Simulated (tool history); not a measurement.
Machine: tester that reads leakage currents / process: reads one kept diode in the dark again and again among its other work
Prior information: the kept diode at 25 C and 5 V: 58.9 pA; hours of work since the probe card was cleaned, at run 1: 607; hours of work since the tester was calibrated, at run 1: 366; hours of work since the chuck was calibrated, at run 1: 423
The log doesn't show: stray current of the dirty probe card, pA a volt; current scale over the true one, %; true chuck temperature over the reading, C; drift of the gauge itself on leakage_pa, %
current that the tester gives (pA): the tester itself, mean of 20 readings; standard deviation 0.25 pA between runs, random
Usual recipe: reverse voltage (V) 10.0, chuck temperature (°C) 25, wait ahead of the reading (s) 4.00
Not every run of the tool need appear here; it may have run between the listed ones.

| run | hour | reverse voltage (V) | chuck temperature (°C) | wait ahead of the reading (s) | hours of work since the probe card was cleaned | hours of work since the tester was calibrated | hours of work since the chuck was calibrated | current that the tester gives (pA) |
|---|---|---|---|---|---|---|---|---|
| 1 | 0.0 | 10.0 | 25 | 4.00 | 607 | 366 | 423 | 93.30 |
| 2 | 28.4 | 10.0 | 32 | 4.00 | 619 | 379 | 436 | 165.90 |
| 3 | 57.8 | 10.0 | 32 | 4.00 | 633 | 392 | 449 | 165.79 |
| 4 | 87.5 | 2.2 | 32 | 4.00 | 646 | 406 | 462 | 76.21 |
| 5 | 105.0 | 2.2 | 32 | 5.93 | 654 | 413 | 470 | 76.16 |
| 6 | 126.9 | 10.0 | 46 | 4.00 | 664 | 423 | 480 | 525.65 |
| 7 | 152.6 | 10.0 | 46 | 4.00 | 676 | 435 | 492 | 524.77 |
| 8 | 175.4 | 10.0 | 21 | 4.00 | 686 | 445 | 502 | 69.49 |
| 9 | 196.0 | 10.0 | 21 | 4.00 | 696 | 455 | 512 | 69.34 |
| 10 | 224.6 | 10.0 | 21 | 1.04 | 709 | 468 | 525 | 72.06 |
| 11 | 254.8 | 10.0 | 21 | 1.04 | 722 | 482 | 539 | 71.72 |
| 12 | 277.2 | 10.0 | 21 | 1.04 | 733 | 492 | 549 | 72.21 |
| 13 | 301.0 | 10.0 | 21 | 1.04 | 744 | 503 | 560 | 72.61 |
| 14 | 315.8 | 10.6 | 25 | 4.00 | 750 | 509 | 566 | 98.50 |
| 15 | 341.8 | 1.3 | 25 | 4.00 | 762 | 521 | 578 | 31.55 |
| 16 | 372.2 | 1.3 | 25 | 1.48 | 776 | 535 | 592 | 31.59 |
| 17 | 399.2 | 1.3 | 26 | 1.48 | 788 | 547 | 604 | 34.81 |
| 18 | 427.6 | 10.0 | 25 | 4.00 | 801 | 560 | 617 | 95.69 |
| 19 | 445.9 | 10.0 | 25 | 4.00 | 809 | 569 | 626 | 95.96 |
| 20 | 468.8 | 10.0 | 25 | 4.00 | 820 | 579 | 636 | 96.38 |
| 21 | 483.2 | 10.0 | 25 | 4.00 | 826 | 586 | 643 | 96.11 |
| 22 | 500.8 | 10.0 | 59 | 0.90 | 834 | 594 | 651 | 1448.51 |
| 23 | 518.7 | 10.0 | 39 | 4.00 | 843 | 602 | 659 | 295.21 |
| 24 | 535.7 | 10.0 | 39 | 4.00 | 850 | 609 | 666 | 292.78 |
| 25 | 566.0 | 10.0 | 49 | 3.78 | 864 | 623 | 680 | 659.55 |
| 26 | 595.8 | 10.0 | 46 | 1.10 | 878 | 637 | 694 | 519.24 |
| 27 | 623.8 | 7.6 | 42 | 4.00 | 890 | 650 | 707 | 328.26 |
| 28 | 649.6 | 10.0 | 51 | 1.40 | 902 | 661 | 718 | 771.91 |
| 29 | 670.8 | 10.0 | 25 | 1.00 | 912 | 671 | 728 | 99.90 |
| 30 | 693.1 | 10.0 | 21 | 1.06 | 922 | 681 | 738 | 75.67 |
| 31 | 718.1 | 8.6 | 38 | 3.41 | 933 | 693 | 750 | 251.88 |
| 32 | 734.0 | 6.5 | 31 | 1.40 | 941 | 700 | 757 | 123.21 |
| 33 | 763.0 | 6.5 | 47 | 3.19 | 954 | 713 | 770 | 451.58 |
| 34 | 787.5 | 10.0 | 25 | 6.30 | 965 | 724 | 781 | 98.05 |
| 35 | 810.1 | 10.0 | 25 | 6.30 | 975 | 734 | 791 | 98.12 |
|  | 825.9 | chuck's temperature calibrated |
| 36 | 837.0 | 14.0 | 20 | 7.01 | 987 | 746 | 5 | 91.48 |
| 37 | 860.3 | 10.0 | 25 | 7.54 | 997 | 756 | 16 | 104.60 |
| 38 | 884.1 | 10.0 | 25 | 1.03 | 1008 | 767 | 27 | 108.06 |
| 39 | 901.9 | 7.9 | 29 | 9.20 | 1016 | 775 | 35 | 125.64 |
| 40 | 914.3 | 8.6 | 26 | 1.17 | 1022 | 781 | 40 | 105.69 |

Results per run with the tool's hidden condition removed, run-to-run variation unchanged:
| run | current that the tester gives (pA) |
|---|---|
| 1 | 82.97 |
| 2 | 158.48 |
| 3 | 158.33 |
| 4 | 76.47 |
| 5 | 76.44 |
| 6 | 533.86 |
| 7 | 533.36 |
| 8 | 56.80 |
| 9 | 56.56 |
| 10 | 59.03 |
| 11 | 58.57 |
| 12 | 58.85 |
| 13 | 59.02 |
| 14 | 85.41 |
| 15 | 31.18 |
| 16 | 31.24 |
| 17 | 34.64 |
| 18 | 82.81 |
| 19 | 82.94 |
| 20 | 83.17 |
| 21 | 82.85 |
| 22 | 1514.99 |
| 23 | 294.82 |
| 24 | 292.44 |
| 25 | 682.52 |
| 26 | 533.78 |
| 27 | 335.44 |
| 28 | 803.86 |
| 29 | 85.42 |
| 30 | 59.09 |
| 31 | 252.03 |
| 32 | 118.37 |
| 33 | 471.34 |
| 34 | 82.82 |
| 35 | 82.75 |
| 36 | 60.03 |
| 37 | 82.06 |
| 38 | 85.26 |
| 39 | 107.60 |
| 40 | 86.08 |
